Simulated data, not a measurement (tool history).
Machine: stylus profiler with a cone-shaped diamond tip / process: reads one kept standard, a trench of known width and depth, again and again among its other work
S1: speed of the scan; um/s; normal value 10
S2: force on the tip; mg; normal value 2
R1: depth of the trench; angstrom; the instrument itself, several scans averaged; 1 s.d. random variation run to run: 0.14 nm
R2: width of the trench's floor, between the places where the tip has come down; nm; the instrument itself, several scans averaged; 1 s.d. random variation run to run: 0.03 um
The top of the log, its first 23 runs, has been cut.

Run 24, hour 427: usual settings but S1 6 um/s, S2 0.68 mg. Result: R1 5021.3 angstrom, R2 96920 nm.
Run 25, hour 444: usual settings but S1 23 um/s. Result: R1 5060 angstrom, R2 96870 nm.
Run 26, hour 460.3: usual settings but S1 23 um/s, S2 1.11 mg. Result: R1 5037 angstrom, R2 96840 nm.
Run 27, hour 472.3: usual settings but S2 5.55 mg. Result: R1 5128.2 angstrom, R2 96910 nm.
Run 28, hour 492.9: usual settings but S1 2 um/s, S2 4.4 mg. Result: R1 5107.6 angstrom, R2 96880 nm.
Run 29, hour 515.9: usual settings but S1 18 um/s, S2 1.49 mg. Result: R1 5046.9 angstrom, R2 96830 nm.
Run 30, hour 538.6: usual settings but S1 18 um/s, S2 1.49 mg. Result: R1 5045.6 angstrom, R2 96920 nm.
Run 31, hour 549.2: usual settings but S1 18 um/s, S2 1.49 mg. Result: R1 5043.2 angstrom, R2 96790 nm.
Run 32, hour 564.2: usual settings but S1 15 um/s, S2 2.18 mg. Result: R1 5061.4 angstrom, R2 96810 nm.
Run 33, hour 588.1: usual settings but S1 5 um/s, S2 2.18 mg. Result: R1 5063.7 angstrom, R2 96810 nm.
Run 34, hour 602.5: usual settings but S1 5 um/s, S2 2.18 mg. Result: R1 5064.5 angstrom, R2 96810 nm.
Run 35, hour 616.2: usual settings but S1 7 um/s, S2 1.41 mg. Result: R1 5042 angstrom, R2 96870 nm.
Run 36, hour 637.4: usual settings but S1 4 um/s, S2 5.82 mg. Result: R1 5132.2 angstrom, R2 96830 nm.
Run 37, hour 651.5: usual settings but S1 3 um/s, S2 4.47 mg. Result: R1 5108.3 angstrom, R2 96830 nm.
Run 38, hour 666.2: usual settings but S1 3 um/s, S2 4.47 mg. Result: R1 5109.7 angstrom, R2 96860 nm.
Run 39, hour 684.9: usual settings but S1 33 um/s, S2 0.96 mg. Result: R1 5031.2 angstrom, R2 96710 nm.
Run 40, hour 708.2: usual settings but S1 34 um/s, S2 0.67 mg. Result: R1 5020 angstrom, R2 96680 nm.
Run 41, hour 722.1: usual settings but S1 3 um/s, S2 0.8 mg. Result: R1 5024.7 angstrom, R2 96820 nm.
Run 42, hour 733.7: usual settings but S1 3 um/s, S2 5.14 mg. Result: R1 5121.4 angstrom, R2 96800 nm.
Run 43, hour 743.6: usual settings but S1 3 um/s, S2 5.14 mg. Result: R1 5120.3 angstrom, R2 96800 nm.
Run 44, hour 766.3: usual settings but S1 6 um/s, S2 4.39 mg. Result: R1 5108.5 angstrom, R2 96740 nm.
Run 45, hour 780.5: usual settings but S1 4 um/s, S2 2.5 mg. Result: R1 5070.1 angstrom, R2 96700 nm.
Run 46, hour 794.7: usual settings but S1 3 um/s, S2 1.67 mg. Result: R1 5047 angstrom, R2 96700 nm.

Branching from run 46: 4 alternative next runs. What would each branch give?
Run A, hour 813.9: usual settings but S1 16 um/s, S2 0.76 mg. Result: R1 ?, R2 ?.
Run B, hour 813.9: usual settings but S1 14 um/s, S2 0.71 mg. Result: R1 ?, R2 ?.
Run C, hour 813.9: usual settings but S1 11 um/s, S2 1.07 mg. Result: R1 ?, R2 ?.
Run D, hour 813.9: usual settings but S1 32 um/s, S2 0.69 mg. Result: R1 ?, R2 ?.

run      R1     R2
  A  5026.3  96720
  B  5019.1  96670
  C  5030.6  96720
  D  5023.4  96600
Without the tool's unlogged condition, the same runs would have read:
run      R1     R2
  A  5040.5  97310
  B  5033.3  97260
  C  5044.9  97310
  D  5037.6  97190
